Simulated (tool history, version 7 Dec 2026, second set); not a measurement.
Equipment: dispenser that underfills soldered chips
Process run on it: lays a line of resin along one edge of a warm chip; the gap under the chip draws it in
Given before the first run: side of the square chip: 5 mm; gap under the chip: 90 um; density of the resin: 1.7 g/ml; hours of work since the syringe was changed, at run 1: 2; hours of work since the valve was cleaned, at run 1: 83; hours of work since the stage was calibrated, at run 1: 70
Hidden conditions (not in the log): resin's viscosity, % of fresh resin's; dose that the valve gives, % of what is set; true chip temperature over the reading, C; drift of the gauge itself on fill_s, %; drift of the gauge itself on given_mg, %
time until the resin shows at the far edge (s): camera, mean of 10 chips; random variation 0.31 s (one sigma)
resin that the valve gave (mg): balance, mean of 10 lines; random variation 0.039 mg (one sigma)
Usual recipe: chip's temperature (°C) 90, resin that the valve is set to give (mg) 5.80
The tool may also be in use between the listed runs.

run,hour,chip's temperature (°C),resin that the valve is set to give (mg),hours of work since the syringe was changed,hours of work since the valve was cleaned,hours of work since the stage was calibrated,time until the resin shows at the far edge (s),resin that the valve gave (mg)
1,0.0,90,5.80,2,83,70,8.8,5.35
2,8.5,78,5.80,9,90,77,21.9,5.25
# hour 9.2: new syringe of resin
# hour 17.5: dispensing valve cleaned and set on the balance
3,17.5,90,5.80,6,0,82,11.2,5.85
# hour 21.9: new syringe of resin
4,22.4,90,5.80,0,4,86,7.8,5.78
5,26.6,90,5.80,4,7,89,9.9,5.74
# hour 33.6: new syringe of resin
6,35.7,90,6.93,2,14,96,8.4,6.84
7,43.5,90,6.93,8,19,102,13.2,6.84
# hour 45.7: new syringe of resin
8,52.6,90,6.93,5,26,109,10.7,6.80
# hour 57.5: new syringe of resin
9,62.0,90,6.93,3,33,116,9.1,6.71
# hour 69.5: new syringe of resin
10,71.1,90,6.93,1,40,122,7.9,6.76
11,77.6,90,6.93,6,45,127,11.3,6.65
# hour 81.0: new syringe of resin
12,82.4,90,5.60,1,48,131,7.8,5.36
13,91.5,90,5.80,8,55,138,13.3,5.54
# hour 92.9: new syringe of resin
14,98.1,90,5.80,4,60,143,10.2,5.49
15,103.8,90,5.80,8,64,147,13.5,5.48
# hour 104.9: new syringe of resin
16,108.1,87,5.80,2,68,150,10.2,5.42
# hour 116.5: new syringe of resin
17,117.3,87,5.80,1,74,157,8.9,5.41
18,121.6,87,5.80,4,78,160,11.2,5.37
# hour 128.2: new syringe of resin
19,128.6,87,5.06,0,83,165,8.4,4.66
20,135.8,99,5.01,6,88,171,9.6,4.59
# hour 139.8: new syringe of resin
21,142.9,99,5.01,2,94,176,6.6,4.58
# hour 146.7: dispensing valve cleaned and set on the balance
# hour 152.6: new syringe of resin
22,153.1,104,5.15,0,5,183,4.8,5.09
23,157.7,84,6.94,4,8,186,11.9,6.87
24,162.0,84,6.94,7,12,190,15.1,6.84
# hour 164.4: new syringe of resin
25,166.8,98,6.02,2,15,193,6.8,5.90
26,175.3,94,5.15,8,21,200,12.5,5.14
# hour 176.3: new syringe of resin
27,180.1,86,5.02,3,25,203,10.7,4.95
28,187.5,86,5.02,9,31,209,17.5,4.90
# hour 188.4: new syringe of resin
29,193.3,83,5.40,4,35,213,12.7,5.16
# hour 200.4: new syringe of resin
30,200.9,83,5.40,0,40,219,10.3,5.15

The next listed run, before its measurement:
31,206.7,82,7.00,5,45,223,?,?

Run 31 gave time until the resin shows at the far edge (s) 12.8, resin that the valve gave (mg) 6.59.
With the hidden condition absent and the run-to-run variation left alone, this run would have shown time until the resin shows at the far edge (s) 9.0, resin that the valve gave (mg) 6.89.

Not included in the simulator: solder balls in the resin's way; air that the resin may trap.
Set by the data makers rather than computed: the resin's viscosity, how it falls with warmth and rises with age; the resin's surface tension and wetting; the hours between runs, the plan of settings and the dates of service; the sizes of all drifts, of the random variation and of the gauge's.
